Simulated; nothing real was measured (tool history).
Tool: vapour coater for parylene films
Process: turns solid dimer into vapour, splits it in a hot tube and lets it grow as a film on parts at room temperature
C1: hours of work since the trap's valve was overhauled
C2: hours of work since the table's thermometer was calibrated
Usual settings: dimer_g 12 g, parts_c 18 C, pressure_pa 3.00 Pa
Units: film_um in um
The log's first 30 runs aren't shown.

run 31 hour=1356.7 | dimer_g=12 parts_c=26 pressure_pa=3.00 | C1=123 C2=1145 | film_um=2.22
run 32 hour=1403.2 | dimer_g=15 parts_c=14 pressure_pa=7.06 | C1=160 C2=1182 | film_um=3.34
run 33 hour=1462.7 | dimer_g=8 parts_c=20 pressure_pa=3.00 | C1=208 C2=1230 | film_um=1.75
run 34 hour=1504.2 | dimer_g=11 parts_c=23 pressure_pa=5.22 | C1=241 C2=1263 | film_um=2.00
run 35 hour=1535.2 | dimer_g=19 parts_c=23 pressure_pa=3.58 | C1=266 C2=1287 | film_um=3.73
run 36 hour=1585.6 | dimer_g=19 parts_c=23 pressure_pa=6.90 | C1=306 C2=1328 | film_um=3.25
run 37 hour=1643.6 | dimer_g=19 parts_c=23 pressure_pa=6.90 | C1=352 C2=1374 | film_um=3.22
run 38 hour=1685.3 | dimer_g=10 parts_c=24 pressure_pa=8.02 | C1=385 C2=1407 | film_um=1.60
run 39 hour=1717.6 | dimer_g=10 parts_c=24 pressure_pa=4.27 | C1=411 C2=1433 | film_um=1.83
run 40 hour=1779.0 | dimer_g=10 parts_c=14 pressure_pa=4.27 | C1=460 C2=1482 | film_um=2.49
run 41 hour=1817.2 | dimer_g=12 parts_c=10 pressure_pa=9.61 | C1=490 C2=1512 | film_um=2.79
run 42 hour=1850.3 | dimer_g=6 parts_c=13 pressure_pa=3.04 | C1=517 C2=1539 | film_um=1.64
-- hour=1893.7 trap's valve overhauled
run 43 hour=1902.9 | dimer_g=21 parts_c=14 pressure_pa=5.46 | C1=7 C2=1578 | film_um=4.96
run 44 hour=1942.7 | dimer_g=9 parts_c=16 pressure_pa=4.35 | C1=39 C2=1609 | film_um=2.08
run 45 hour=1974.0 | dimer_g=17 parts_c=13 pressure_pa=4.13 | C1=64 C2=1634 | film_um=4.38
run 46 hour=2007.7 | dimer_g=7 parts_c=28 pressure_pa=3.00 | C1=91 C2=1661 | film_um=1.26

Forecast run 47:
run 47 hour=2039.0 | dimer_g=8 parts_c=18 pressure_pa=2.74 | C1=116 C2=1686 | film_um=?

film_um: 1.93 um
Without the tool's hidden state the same run would have given film_um 1.93 um.

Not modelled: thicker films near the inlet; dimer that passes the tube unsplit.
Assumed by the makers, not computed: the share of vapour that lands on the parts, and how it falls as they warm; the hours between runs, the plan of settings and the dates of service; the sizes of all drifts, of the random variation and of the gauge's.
